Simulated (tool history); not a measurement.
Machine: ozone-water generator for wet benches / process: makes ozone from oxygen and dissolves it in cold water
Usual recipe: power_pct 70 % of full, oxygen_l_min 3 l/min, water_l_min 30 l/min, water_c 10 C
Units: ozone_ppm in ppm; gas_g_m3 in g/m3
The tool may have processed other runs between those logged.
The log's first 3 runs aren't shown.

run,hour,power_pct,oxygen_l_min,water_l_min,water_c,hours of work since the electrodes were changed,hours of work since the contactor was cleaned,hours of work since the thermometer was calibrated,ozone_ppm,gas_g_m3
4,193.6,70,3,27,10,1945,3767,2712,13.5,188.2
5,274.8,70,3,27,10,2014,3837,2782,13.3,189.8
6,327.7,70,3,27,10,2060,3882,2827,13.2,187.5
7,389.1,70,3,30,10,2112,3935,2880,12.1,188.4
8,433.1,70,3.75,30,10,2150,3973,2918,12.7,170.6
9,493.8,70,3.75,30,10,2202,4025,2970,13.2,172
10,532,70,3.75,30,10,2235,4058,3002,13,172.6
11,612.9,70,3,19,10,2305,4127,3072,18.4,187.4
12,667.2,70,3,19,10,2351,4174,3118,18.1,188.4
13,743.5,70,3,19,6,2417,4239,3184,19.1,186.8
14,826.3,70,3,19,6,2488,4310,3255,18.8,186.1
15,897.9,52,3,30,10,2549,4372,3316,9.1,145.5
16,946.7,52,3,30,10,2591,4413,3358,9.1,145.8
17,1006.6,61,2.17,22,10,2642,4465,3410,12.5,189.8
18,1047.6,40,4.18,30,10,2678,4500,3445,8.2,102.1
19,1127.7,54,2.36,44,10,2746,4569,3514,5.4,164.8
20,1182.9,54,2.36,44,10,2794,4616,3561,5.6,164
# hour 1232.5: contactor cleaned
21,1246.1,83,2.36,44,10,2845,12,3612,8.3,230.8
22,1287.7,83,4.12,44,10,2880,47,3648,10.6,184.2
23,1366.3,75,1.98,18,8,2948,115,3715,18.1,229.2
24,1444.3,58,3.9,30,10,3015,182,3782,11.3,140.2
25,1484.9,58,3.58,30,8,3050,217,3817,11.2,145.5
26,1561.9,70,1.93,30,5,3116,283,3883,10.2,216.4
27,1622.2,42,3.2,26,11,3167,334,3935,9.4,118.5

For run 28, what comes out?
28,1668.7,84,3.19,35,11,3207,374,3975,?,?

{"run 28": {"ozone_ppm": 12.1, "gas_g_m3": 203.9}}
With no hidden state in the tool, this same run would have given ozone_ppm 14 ppm, gas_g_m3 235.5 g/m3.
